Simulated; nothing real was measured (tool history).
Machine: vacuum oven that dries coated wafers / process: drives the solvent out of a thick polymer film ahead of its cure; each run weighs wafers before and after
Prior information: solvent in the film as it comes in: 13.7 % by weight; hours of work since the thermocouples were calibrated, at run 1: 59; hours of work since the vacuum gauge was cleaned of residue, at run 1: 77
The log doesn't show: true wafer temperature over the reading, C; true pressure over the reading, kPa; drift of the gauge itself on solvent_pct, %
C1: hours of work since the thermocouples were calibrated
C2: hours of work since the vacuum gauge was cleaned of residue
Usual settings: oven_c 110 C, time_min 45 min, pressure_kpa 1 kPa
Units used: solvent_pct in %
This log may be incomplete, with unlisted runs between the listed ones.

{"run": 1, "day": 0.0, "oven_c": 110, "time_min": 45, "pressure_kpa": 1, "C1": 59, "C2": 77, "solvent_pct": 3.05}
{"run": 2, "day": 0.888, "oven_c": 110, "time_min": 45, "pressure_kpa": 1, "C1": 68, "C2": 86, "solvent_pct": 2.9}
{"run": 3, "day": 1.546, "oven_c": 110, "time_min": 45, "pressure_kpa": 1, "C1": 74, "C2": 93, "solvent_pct": 2.99}
{"run": 4, "day": 2.546, "oven_c": 110, "time_min": 45, "pressure_kpa": 1, "C1": 85, "C2": 103, "solvent_pct": 2.98}
{"run": 5, "day": 3.354, "oven_c": 110, "time_min": 45, "pressure_kpa": 2.43, "C1": 93, "C2": 111, "solvent_pct": 4.63}
{"run": 6, "day": 4.029, "oven_c": 110, "time_min": 45, "pressure_kpa": 2.43, "C1": 100, "C2": 118, "solvent_pct": 4.83}
{"run": 7, "day": 4.75, "oven_c": 110, "time_min": 45, "pressure_kpa": 2.43, "C1": 107, "C2": 125, "solvent_pct": 4.8}
{"run": 8, "day": 5.179, "oven_c": 110, "time_min": 45, "pressure_kpa": 1, "C1": 111, "C2": 130, "solvent_pct": 2.98}
{"run": 9, "day": 5.983, "oven_c": 110, "time_min": 45, "pressure_kpa": 1, "C1": 119, "C2": 138, "solvent_pct": 2.91}
{"run": 10, "day": 6.867, "oven_c": 110, "time_min": 45, "pressure_kpa": 1, "C1": 128, "C2": 147, "solvent_pct": 2.99}
{"run": 11, "day": 7.842, "oven_c": 110, "time_min": 45, "pressure_kpa": 1, "C1": 138, "C2": 157, "solvent_pct": 3.09}
{"run": 12, "day": 8.758, "oven_c": 110, "time_min": 45, "pressure_kpa": 1, "C1": 148, "C2": 166, "solvent_pct": 3.04}
{"run": 13, "day": 9.204, "oven_c": 110, "time_min": 45, "pressure_kpa": 1.19, "C1": 152, "C2": 170, "solvent_pct": 3.3}
{"run": 14, "day": 9.629, "oven_c": 110, "time_min": 45, "pressure_kpa": 1.19, "C1": 157, "C2": 175, "solvent_pct": 3.25}
{"run": 15, "day": 10.588, "oven_c": 110, "time_min": 45, "pressure_kpa": 1.19, "C1": 166, "C2": 184, "solvent_pct": 3.28}
{"run": 16, "day": 11.258, "oven_c": 110, "time_min": 45, "pressure_kpa": 1.19, "C1": 173, "C2": 191, "solvent_pct": 3.29}
{"run": 17, "day": 11.85, "oven_c": 110, "time_min": 45, "pressure_kpa": 1, "C1": 179, "C2": 197, "solvent_pct": 3}
{"run": 18, "day": 12.4, "oven_c": 110, "time_min": 45, "pressure_kpa": 1, "C1": 185, "C2": 203, "solvent_pct": 3.03}
{"run": 19, "day": 12.912, "oven_c": 110, "time_min": 45, "pressure_kpa": 1, "C1": 190, "C2": 208, "solvent_pct": 2.99}
{"run": 20, "day": 13.721, "oven_c": 110, "time_min": 45, "pressure_kpa": 1, "C1": 198, "C2": 216, "solvent_pct": 3.14}
{"run": 21, "day": 14.529, "oven_c": 110, "time_min": 45, "pressure_kpa": 1, "C1": 206, "C2": 225, "solvent_pct": 3.09}
{"run": 22, "day": 15.179, "oven_c": 110, "time_min": 45, "pressure_kpa": 1, "C1": 213, "C2": 231, "solvent_pct": 3.14}
{"run": 23, "day": 15.904, "oven_c": 110, "time_min": 41, "pressure_kpa": 1, "C1": 220, "C2": 238, "solvent_pct": 3.33}
{"run": 24, "day": 16.646, "oven_c": 104, "time_min": 26, "pressure_kpa": 1, "C1": 228, "C2": 246, "solvent_pct": 6.54}
{"run": 25, "day": 17.221, "oven_c": 99, "time_min": 45, "pressure_kpa": 1, "C1": 234, "C2": 252, "solvent_pct": 6.01}
{"run": 26, "day": 17.758, "oven_c": 97, "time_min": 37, "pressure_kpa": 0.9, "C1": 239, "C2": 257, "solvent_pct": 7.12}
{"run": 27, "day": 18.367, "oven_c": 98, "time_min": 55, "pressure_kpa": 3.05, "C1": 245, "C2": 263, "solvent_pct": 8.52}
{"run": 28, "day": 18.933, "oven_c": 110, "time_min": 45, "pressure_kpa": 0.99, "C1": 251, "C2": 269, "solvent_pct": 3.04}
{"run": 29, "day": 19.504, "oven_c": 98, "time_min": 66, "pressure_kpa": 0.64, "C1": 257, "C2": 275, "solvent_pct": 4.41}
{"run": 30, "day": 19.929, "oven_c": 110, "time_min": 37, "pressure_kpa": 3.06, "C1": 261, "C2": 279, "solvent_pct": 5.98}
{"run": 31, "day": 20.817, "oven_c": 110, "time_min": 37, "pressure_kpa": 3.06, "C1": 270, "C2": 288, "solvent_pct": 5.96}
{"run": 32, "day": 21.812, "oven_c": 110, "time_min": 37, "pressure_kpa": 3.06, "C1": 280, "C2": 298, "solvent_pct": 6.03}
{"run": 33, "day": 22.288, "oven_c": 117, "time_min": 66, "pressure_kpa": 1.06, "C1": 285, "C2": 303, "solvent_pct": 1.35}
{"run": 34, "day": 22.721, "oven_c": 104, "time_min": 57, "pressure_kpa": 1.02, "C1": 289, "C2": 308, "solvent_pct": 3.93}
{"run": 35, "day": 23.729, "oven_c": 102, "time_min": 77, "pressure_kpa": 1, "C1": 300, "C2": 318, "solvent_pct": 3.52}
{"run": 36, "day": 24.554, "oven_c": 110, "time_min": 40, "pressure_kpa": 0.65, "C1": 308, "C2": 326, "solvent_pct": 3.03}
{"run": 37, "day": 25.183, "oven_c": 110, "time_min": 40, "pressure_kpa": 0.65, "C1": 314, "C2": 333, "solvent_pct": 3.1}
{"run": 38, "day": 26.096, "oven_c": 110, "time_min": 27, "pressure_kpa": 2.73, "C1": 324, "C2": 342, "solvent_pct": 6.52}
{"run": 39, "day": 26.758, "oven_c": 109, "time_min": 25, "pressure_kpa": 3.09, "C1": 330, "C2": 349, "solvent_pct": 7.45}
{"run": 40, "day": 27.446, "oven_c": 109, "time_min": 25, "pressure_kpa": 3.09, "C1": 337, "C2": 356, "solvent_pct": 7.49}
{"run": 41, "day": 28.029, "oven_c": 109, "time_min": 25, "pressure_kpa": 3.09, "C1": 343, "C2": 362, "solvent_pct": 7.52}
{"run": 42, "day": 28.912, "oven_c": 109, "time_min": 25, "pressure_kpa": 3.09, "C1": 352, "C2": 371, "solvent_pct": 7.48}
{"run": 43, "day": 29.317, "oven_c": 109, "time_min": 25, "pressure_kpa": 3.09, "C1": 356, "C2": 375, "solvent_pct": 7.54}
{"run": 44, "day": 29.9, "oven_c": 110, "time_min": 29, "pressure_kpa": 1.9, "C1": 362, "C2": 381, "solvent_pct": 5.68}
{"run": 45, "day": 30.371, "oven_c": 108, "time_min": 48, "pressure_kpa": 0.96, "C1": 367, "C2": 385, "solvent_pct": 3.41}
{"run": 46, "day": 31.088, "oven_c": 107, "time_min": 65, "pressure_kpa": 0.82, "C1": 374, "C2": 393, "solvent_pct": 2.56}

Measured minus without-hidden-state, run by run (identical run-to-run variation in each term; gauge scatter may differ):
run=1 solvent_pct=+0.09
run=2 solvent_pct=+0.1
run=3 solvent_pct=+0.11
run=4 solvent_pct=+0.11
run=5 solvent_pct=+0.13
run=6 solvent_pct=+0.14
run=7 solvent_pct=+0.15
run=8 solvent_pct=+0.14
run=9 solvent_pct=+0.14
run=10 solvent_pct=+0.14
run=11 solvent_pct=+0.15
run=12 solvent_pct=+0.15
run=13 solvent_pct=+0.17
run=14 solvent_pct=+0.16
run=15 solvent_pct=+0.17
run=16 solvent_pct=+0.17
run=17 solvent_pct=+0.17
run=18 solvent_pct=+0.18
run=19 solvent_pct=+0.18
run=20 solvent_pct=+0.18
run=21 solvent_pct=+0.19
run=22 solvent_pct=+0.19
run=23 solvent_pct=+0.21
run=24 solvent_pct=+0.22
run=25 solvent_pct=+0.25
run=26 solvent_pct=+0.24
run=27 solvent_pct=+0.29
run=28 solvent_pct=+0.22
run=29 solvent_pct=+0.28
run=30 solvent_pct=+0.27
run=31 solvent_pct=+0.27
run=32 solvent_pct=+0.29
run=33 solvent_pct=+0.1
run=34 solvent_pct=+0.27
run=35 solvent_pct=+0.27
run=36 solvent_pct=+0.26
run=37 solvent_pct=+0.26
run=38 solvent_pct=+0.31
run=39 solvent_pct=+0.32
run=40 solvent_pct=+0.32
run=41 solvent_pct=+0.32
run=42 solvent_pct=+0.33
run=43 solvent_pct=+0.33
run=44 solvent_pct=+0.34
run=45 solvent_pct=+0.31
run=46 solvent_pct=+0.28
